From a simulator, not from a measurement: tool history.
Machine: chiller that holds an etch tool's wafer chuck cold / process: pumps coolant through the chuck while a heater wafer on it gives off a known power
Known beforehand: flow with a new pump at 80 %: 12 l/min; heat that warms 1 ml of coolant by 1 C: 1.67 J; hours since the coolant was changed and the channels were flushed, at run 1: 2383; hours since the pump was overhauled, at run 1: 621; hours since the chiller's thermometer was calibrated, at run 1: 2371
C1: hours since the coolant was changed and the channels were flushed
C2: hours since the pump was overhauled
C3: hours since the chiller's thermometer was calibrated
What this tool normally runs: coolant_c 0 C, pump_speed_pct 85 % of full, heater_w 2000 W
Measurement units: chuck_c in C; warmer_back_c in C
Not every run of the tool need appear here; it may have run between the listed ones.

{"run": 1, "hour": 0.0, "coolant_c": 0, "pump_speed_pct": 85, "heater_w": 2000, "C1": 2383, "C2": 621, "C3": 2371, "chuck_c": 12.9, "warmer_back_c": 5.73}
{"run": 2, "hour": 35.0, "coolant_c": 0, "pump_speed_pct": 85, "heater_w": 2146, "C1": 2418, "C2": 656, "C3": 2406, "chuck_c": 14.0, "warmer_back_c": 6.16}
{"run": 3, "hour": 54.8, "coolant_c": 0, "pump_speed_pct": 85, "heater_w": 2146, "C1": 2438, "C2": 676, "C3": 2426, "chuck_c": 13.9, "warmer_back_c": 6.16}
{"run": 4, "hour": 90.2, "coolant_c": -1, "pump_speed_pct": 85, "heater_w": 2000, "C1": 2473, "C2": 711, "C3": 2461, "chuck_c": 12.1, "warmer_back_c": 5.73}
{"run": 5, "hour": 106.4, "coolant_c": 0, "pump_speed_pct": 85, "heater_w": 2000, "C1": 2490, "C2": 728, "C3": 2477, "chuck_c": 12.9, "warmer_back_c": 5.7}
{"run": 6, "hour": 124.0, "coolant_c": -3, "pump_speed_pct": 74, "heater_w": 1033, "C1": 2507, "C2": 745, "C3": 2495, "chuck_c": 4.5, "warmer_back_c": 3.41}
{"hour": 132.0, "done": "coolant pump overhauled"}
{"run": 7, "hour": 154.3, "coolant_c": -3, "pump_speed_pct": 74, "heater_w": 1033, "C1": 2533, "C2": 22, "C3": 2520, "chuck_c": 4.5, "warmer_back_c": 3.42}
{"hour": 187.6, "done": "coolant pump overhauled, once more"}
{"run": 8, "hour": 190.4, "coolant_c": 4, "pump_speed_pct": 84, "heater_w": 2329, "C1": 2564, "C2": 3, "C3": 2551, "chuck_c": 19.2, "warmer_back_c": 6.8}
{"run": 9, "hour": 216.6, "coolant_c": 2, "pump_speed_pct": 60, "heater_w": 1952, "C1": 2590, "C2": 29, "C3": 2578, "chuck_c": 18.7, "warmer_back_c": 7.82}
{"run": 10, "hour": 236.1, "coolant_c": 5, "pump_speed_pct": 75, "heater_w": 2615, "C1": 2609, "C2": 49, "C3": 2597, "chuck_c": 23.8, "warmer_back_c": 8.42}

Entry by entry between the runs, the difference in hidden state between the last listed run before and the first listed run after:
In the gap between runs 6 and 7: coolant pump overhauled (hour 132.0)
  heat passed by the chuck's channels, % of clean ones': 92.8 -> 92.7; flow at a given pump speed, % of a new pump's: 98.5 -> 97.6
  difference, measured minus the result without the unlogged condition, chuck_c: +0.4 -> +0.4 C; warmer_back_c: +0.05 -> +0.08 C
In the gap between runs 7 and 8: coolant pump overhauled, once more (hour 187.6)
  flow at a given pump speed, % of a new pump's: 97.6 -> 98.8
  difference, measured minus the result without the unlogged condition, chuck_c: +0.4 -> +0.8 C; warmer_back_c: +0.08 -> +0.08 C
